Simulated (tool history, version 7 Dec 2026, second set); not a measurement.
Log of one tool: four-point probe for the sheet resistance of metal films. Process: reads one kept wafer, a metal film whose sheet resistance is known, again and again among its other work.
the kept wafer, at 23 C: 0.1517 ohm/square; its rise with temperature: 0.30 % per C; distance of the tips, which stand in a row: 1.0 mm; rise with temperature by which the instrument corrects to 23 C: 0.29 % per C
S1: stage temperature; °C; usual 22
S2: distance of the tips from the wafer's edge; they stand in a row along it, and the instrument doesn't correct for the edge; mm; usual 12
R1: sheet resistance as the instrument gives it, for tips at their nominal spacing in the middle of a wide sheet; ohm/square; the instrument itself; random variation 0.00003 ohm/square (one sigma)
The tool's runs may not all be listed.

{"run": 1, "hour": 0.0, "S1": 22, "S2": 12, "R1": 0.152539}
{"run": 2, "hour": 16.8, "S1": 22, "S2": 4, "R1": 0.157019}
{"run": 3, "hour": 30.1, "S1": 22, "S2": 4, "R1": 0.156971}
{"run": 4, "hour": 43.6, "S1": 22, "S2": 4, "R1": 0.157013}
{"run": 5, "hour": 56.6, "S1": 22, "S2": 12, "R1": 0.152569}
{"run": 6, "hour": 76.1, "S1": 22, "S2": 12, "R1": 0.152608}
{"run": 7, "hour": 92.3, "S1": 20, "S2": 12, "R1": 0.152577}
{"run": 8, "hour": 109.7, "S1": 22, "S2": 33, "R1": 0.152158}
{"run": 9, "hour": 128.5, "S1": 22, "S2": 12, "R1": 0.152614}
{"run": 10, "hour": 138.5, "S1": 34, "S2": 14, "R1": 0.152691}
{"run": 11, "hour": 157.3, "S1": 23, "S2": 6, "R1": 0.154365}

The next listed run, before its measurement:
{"run": 12, "hour": 172.5, "S1": 23, "S2": 6, "R1": "?"}

{"run 12": {"R1": 0.154338}}
Without the tool's hidden state the same run would have given R1 0.153916 ohm/square.
